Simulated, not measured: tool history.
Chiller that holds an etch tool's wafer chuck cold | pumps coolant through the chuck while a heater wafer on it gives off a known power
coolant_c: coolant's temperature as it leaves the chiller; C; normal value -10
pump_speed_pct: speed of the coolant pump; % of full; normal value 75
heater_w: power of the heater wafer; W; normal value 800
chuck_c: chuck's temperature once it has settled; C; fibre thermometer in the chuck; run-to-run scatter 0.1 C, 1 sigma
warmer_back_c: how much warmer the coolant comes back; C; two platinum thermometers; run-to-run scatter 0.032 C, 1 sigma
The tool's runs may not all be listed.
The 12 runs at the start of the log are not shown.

run 13 hour=417.2 | coolant_c=-8 pump_speed_pct=75 heater_w=800 | chuck_c=-0.9 warmer_back_c=4.23
run 14 hour=468 | coolant_c=-8 pump_speed_pct=75 heater_w=800 | chuck_c=-1 warmer_back_c=4.19
run 15 hour=516.1 | coolant_c=-10 pump_speed_pct=87 heater_w=800 | chuck_c=-3.8 warmer_back_c=3.54
run 16 hour=546.7 | coolant_c=-10 pump_speed_pct=87 heater_w=800 | chuck_c=-3.8 warmer_back_c=3.56
-- hour=572 coolant changed, channels flushed
run 17 hour=580.9 | coolant_c=-10 pump_speed_pct=87 heater_w=800 | chuck_c=-4.5 warmer_back_c=3.59
run 18 hour=614 | coolant_c=-14 pump_speed_pct=71 heater_w=590 | chuck_c=-9 warmer_back_c=3.28
run 19 hour=656.1 | coolant_c=-6 pump_speed_pct=91 heater_w=502 | chuck_c=-2.5 warmer_back_c=2.11
run 20 hour=699.2 | coolant_c=-18 pump_speed_pct=69 heater_w=1080 | chuck_c=-8.9 warmer_back_c=6.31
run 21 hour=742.5 | coolant_c=-10 pump_speed_pct=75 heater_w=446 | chuck_c=-6.4 warmer_back_c=2.35

Expected results for the next run?
run 22 hour=771.9 | coolant_c=-10 pump_speed_pct=75 heater_w=446 | chuck_c=? warmer_back_c=?

{"run 22": {"chuck_c": -6.5, "warmer_back_c": 2.36}}
With no hidden state in the tool, this same run would have given chuck_c -6.5 C, warmer_back_c 2.23 C.
